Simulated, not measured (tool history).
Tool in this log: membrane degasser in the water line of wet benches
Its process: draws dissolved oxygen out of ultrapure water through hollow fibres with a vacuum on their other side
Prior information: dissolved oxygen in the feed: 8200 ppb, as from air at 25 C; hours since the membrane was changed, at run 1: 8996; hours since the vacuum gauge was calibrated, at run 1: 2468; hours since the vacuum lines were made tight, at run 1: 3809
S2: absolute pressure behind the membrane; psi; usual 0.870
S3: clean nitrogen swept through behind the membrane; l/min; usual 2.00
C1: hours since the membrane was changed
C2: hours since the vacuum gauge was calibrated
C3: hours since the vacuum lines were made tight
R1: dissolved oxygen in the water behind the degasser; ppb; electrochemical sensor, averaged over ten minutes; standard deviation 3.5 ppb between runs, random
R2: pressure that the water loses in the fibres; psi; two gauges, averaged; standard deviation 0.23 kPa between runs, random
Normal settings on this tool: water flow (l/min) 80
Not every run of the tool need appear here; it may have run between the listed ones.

run 1 day=0.000 | water_flow_(l/min)=80 S2=0.870 S3=2.00 | C1=8996 C2=2468 C3=3809 | R1=352.8 R2=8.502
run 2 day=8.142 | water_flow_(l/min)=80 S2=0.870 S3=2.00 | C1=9191 C2=2663 C3=4004 | R1=342.7 R2=8.506
-- day=18.754 membrane cartridge changed
run 3 day=20.258 | water_flow_(l/min)=80 S2=0.870 S3=2.00 | C1=36 C2=2950 C3=4291 | R1=348.6 R2=8.483
run 4 day=27.200 | water_flow_(l/min)=80 S2=0.819 S3=2.00 | C1=203 C2=3117 C3=4457 | R1=319.7 R2=8.463
run 5 day=33.204 | water_flow_(l/min)=80 S2=0.870 S3=2.00 | C1=347 C2=3261 C3=4602 | R1=345.0 R2=8.454
-- day=37.933 seals of the vacuum lines changed
run 6 day=39.467 | water_flow_(l/min)=80 S2=0.870 S3=2.00 | C1=495 C2=3409 C3=37 | R1=351.3 R2=8.485
run 7 day=46.646 | water_flow_(l/min)=80 S2=0.870 S3=2.00 | C1=667 C2=3582 C3=209 | R1=347.3 R2=8.517
run 8 day=54.221 | water_flow_(l/min)=80 S2=0.870 S3=4.83 | C1=849 C2=3763 C3=391 | R1=236.1 R2=8.543
-- day=58.475 vacuum gauge calibrated
run 9 day=65.196 | water_flow_(l/min)=80 S2=0.870 S3=2.00 | C1=1112 C2=161 C3=654 | R1=349.2 R2=8.501
run 10 day=76.175 | water_flow_(l/min)=80 S2=0.870 S3=2.00 | C1=1376 C2=425 C3=917 | R1=354.9 R2=8.502
run 11 day=82.754 | water_flow_(l/min)=80 S2=0.870 S3=2.00 | C1=1534 C2=583 C3=1075 | R1=356.9 R2=8.438
run 12 day=91.638 | water_flow_(l/min)=80 S2=0.870 S3=3.25 | C1=1747 C2=796 C3=1288 | R1=279.1 R2=8.495
run 13 day=103.104 | water_flow_(l/min)=80 S2=0.870 S3=3.25 | C1=2022 C2=1071 C3=1564 | R1=282.6 R2=8.499
run 14 day=114.812 | water_flow_(l/min)=80 S2=0.870 S3=3.25 | C1=2303 C2=1352 C3=1845 | R1=283.5 R2=8.403
run 15 day=125.975 | water_flow_(l/min)=80 S2=0.870 S3=1.44 | C1=2571 C2=1620 C3=2112 | R1=415.9 R2=8.463
run 16 day=136.946 | water_flow_(l/min)=80 S2=0.870 S3=1.80 | C1=2834 C2=1883 C3=2376 | R1=375.4 R2=8.538
run 17 day=143.942 | water_flow_(l/min)=72 S2=0.870 S3=1.80 | C1=3002 C2=2051 C3=2544 | R1=320.1 R2=7.617
run 18 day=150.617 | water_flow_(l/min)=72 S2=1.333 S3=1.80 | C1=3162 C2=2211 C3=2704 | R1=547.0 R2=7.639
run 19 day=160.504 | water_flow_(l/min)=113 S2=2.049 S3=2.00 | C1=3400 C2=2449 C3=2941 | R1=1243.1 R2=11.940
run 20 day=172.979 | water_flow_(l/min)=59 S2=0.714 S3=2.00 | C1=3699 C2=2748 C3=3241 | R1=169.5 R2=6.237
run 21 day=182.958 | water_flow_(l/min)=59 S2=0.714 S3=2.00 | C1=3938 C2=2988 C3=3480 | R1=170.3 R2=6.250
run 22 day=189.500 | water_flow_(l/min)=48 S2=0.650 S3=2.54 | C1=4095 C2=3145 C3=3637 | R1=88.7 R2=5.078
run 23 day=201.358 | water_flow_(l/min)=67 S2=0.650 S3=2.12 | C1=4380 C2=3429 C3=3922 | R1=172.4 R2=7.049
run 24 day=209.746 | water_flow_(l/min)=67 S2=0.737 S3=1.78 | C1=4581 C2=3630 C3=4123 | R1=232.5 R2=7.142
-- day=219.721 vacuum gauge calibrated
run 25 day=219.742 | water_flow_(l/min)=60 S2=1.256 S3=1.98 | C1=4821 C2=1 C3=4362 | R1=398.1 R2=6.385
run 26 day=230.196 | water_flow_(l/min)=60 S2=0.889 S3=2.09 | C1=5072 C2=251 C3=4613 | R1=243.5 R2=6.382
-- day=234.254 seals of the vacuum lines changed
run 27 day=236.596 | water_flow_(l/min)=80 S2=0.870 S3=1.71 | C1=5223 C2=403 C3=56 | R1=381.9 R2=8.493
run 28 day=245.100 | water_flow_(l/min)=80 S2=0.870 S3=1.71 | C1=5427 C2=607 C3=260 | R1=382.8 R2=8.470
run 29 day=254.288 | water_flow_(l/min)=69 S2=1.056 S3=2.00 | C1=5648 C2=828 C3=481 | R1=373.8 R2=7.346
run 30 day=263.350 | water_flow_(l/min)=98 S2=0.573 S3=2.00 | C1=5865 C2=1045 C3=698 | R1=287.8 R2=10.460
run 31 day=271.762 | water_flow_(l/min)=127 S2=0.819 S3=0.93 | C1=6067 C2=1247 C3=900 | R1=775.0 R2=13.547
run 32 day=278.483 | water_flow_(l/min)=127 S2=0.554 S3=1.62 | C1=6229 C2=1408 C3=1061 | R1=435.1 R2=13.496
run 33 day=288.800 | water_flow_(l/min)=62 S2=1.366 S3=4.68 | C1=6476 C2=1656 C3=1309 | R1=255.2 R2=6.541

Consider 3 possible next runs. They are alternatives, not a sequence: every one starts from the tool as it was left by run 33. What does each give?
run A day=296.912 | water_flow_(l/min)=51 S2=1.301 S3=0.89 | C1=6671 C2=1851 C3=1504 | R1=? R2=?
run B day=296.912 | water_flow_(l/min)=56 S2=2.038 S3=3.12 | C1=6671 C2=1851 C3=1504 | R1=? R2=?
run C day=296.912 | water_flow_(l/min)=62 S2=1.366 S3=4.03 | C1=6671 C2=1851 C3=1504 | R1=? R2=?

run=A R1=612.7 R2=5.426
run=B R1=469.4 R2=5.915
run=C R1=278.6 R2=6.567
Without the tool's hidden state the same runs would have given:
run=A R1=612.4 R2=5.423
run=B R1=469.2 R2=5.910
run=C R1=278.3 R2=6.563

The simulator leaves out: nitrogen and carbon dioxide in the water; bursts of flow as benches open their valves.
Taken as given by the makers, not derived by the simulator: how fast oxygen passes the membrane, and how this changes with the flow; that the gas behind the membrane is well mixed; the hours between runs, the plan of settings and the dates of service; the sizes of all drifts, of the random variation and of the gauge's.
